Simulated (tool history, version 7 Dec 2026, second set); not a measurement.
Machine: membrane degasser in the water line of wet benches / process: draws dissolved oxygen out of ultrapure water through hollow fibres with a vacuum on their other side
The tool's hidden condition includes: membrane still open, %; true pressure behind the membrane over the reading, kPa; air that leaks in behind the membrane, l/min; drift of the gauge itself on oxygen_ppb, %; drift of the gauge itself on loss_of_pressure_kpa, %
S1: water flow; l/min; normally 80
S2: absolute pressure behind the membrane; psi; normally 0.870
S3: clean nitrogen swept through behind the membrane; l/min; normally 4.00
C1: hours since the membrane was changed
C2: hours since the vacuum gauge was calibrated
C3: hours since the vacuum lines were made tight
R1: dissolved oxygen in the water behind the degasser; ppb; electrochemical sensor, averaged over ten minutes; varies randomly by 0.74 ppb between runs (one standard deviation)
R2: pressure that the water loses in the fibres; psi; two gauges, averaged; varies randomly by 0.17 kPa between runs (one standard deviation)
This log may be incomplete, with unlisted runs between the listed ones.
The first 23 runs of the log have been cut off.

{"run": 24, "hour": 2063.2, "S1": 86, "S2": 1.259, "S3": 9.74, "C1": 2088, "C2": 6646, "C3": 1515, "R1": 132.0, "R2": 8.016}
{"run": 25, "hour": 2136.8, "S1": 86, "S2": 1.259, "S3": 9.74, "C1": 2162, "C2": 6720, "C3": 1589, "R1": 131.2, "R2": 7.984}
{"run": 26, "hour": 2244.7, "S1": 67, "S2": 0.87, "S3": 3.1, "C1": 2270, "C2": 6827, "C3": 1697, "R1": 137.8, "R2": 6.197}
{"run": 27, "hour": 2364.3, "S1": 67, "S2": 0.87, "S3": 3.1, "C1": 2389, "C2": 6947, "C3": 1816, "R1": 136.6, "R2": 6.225}
{"run": 28, "hour": 2438.1, "S1": 54, "S2": 1.735, "S3": 6.92, "C1": 2463, "C2": 7021, "C3": 1890, "R1": 162.8, "R2": 5.013}
{"run": 29, "hour": 2535.9, "S1": 126, "S2": 1.735, "S3": 2.55, "C1": 2561, "C2": 7119, "C3": 1988, "R1": 847.3, "R2": 11.7}
{"run": 30, "hour": 2656.6, "S1": 79, "S2": 1.79, "S3": 2.8, "C1": 2682, "C2": 7239, "C3": 2109, "R1": 530.6, "R2": 7.366}
{"run": 31, "hour": 2739.1, "S1": 80, "S2": 0.744, "S3": 1.63, "C1": 2764, "C2": 7322, "C3": 2191, "R1": 191.3, "R2": 7.439}
{"run": 32, "hour": 2860.2, "S1": 67, "S2": 0.87, "S3": 4.2, "C1": 2885, "C2": 7443, "C3": 2312, "R1": 105.6, "R2": 6.231}
{"run": 33, "hour": 2926.1, "S1": 67, "S2": 0.87, "S3": 4.2, "C1": 2951, "C2": 7509, "C3": 2378, "R1": 105.6, "R2": 6.209}

Alternative continuations, all from the tool just after run 33; predict every row:
{"run": "A", "hour": 2990.8, "S1": 87, "S2": 0.914, "S3": 7.99, "C1": 3016, "C2": 7574, "C3": 2443, "R1": "?", "R2": "?"}
{"run": "B", "hour": 2990.8, "S1": 67, "S2": 0.87, "S3": 2.11, "C1": 3016, "C2": 7574, "C3": 2443, "R1": "?", "R2": "?"}
{"run": "C", "hour": 2990.8, "S1": 124, "S2": 0.87, "S3": 6.12, "C1": 3016, "C2": 7574, "C3": 2443, "R1": "?", "R2": "?"}

run=A R1=97.2 R2=8.083
run=B R1=188.0 R2=6.199
run=C R1=208.0 R2=11.475
Take away the tool's hidden state, keep each run's random variation, and the runs would have read:
run=A R1=97.1 R2=8.083
run=B R1=187.9 R2=6.199
run=C R1=207.9 R2=11.474

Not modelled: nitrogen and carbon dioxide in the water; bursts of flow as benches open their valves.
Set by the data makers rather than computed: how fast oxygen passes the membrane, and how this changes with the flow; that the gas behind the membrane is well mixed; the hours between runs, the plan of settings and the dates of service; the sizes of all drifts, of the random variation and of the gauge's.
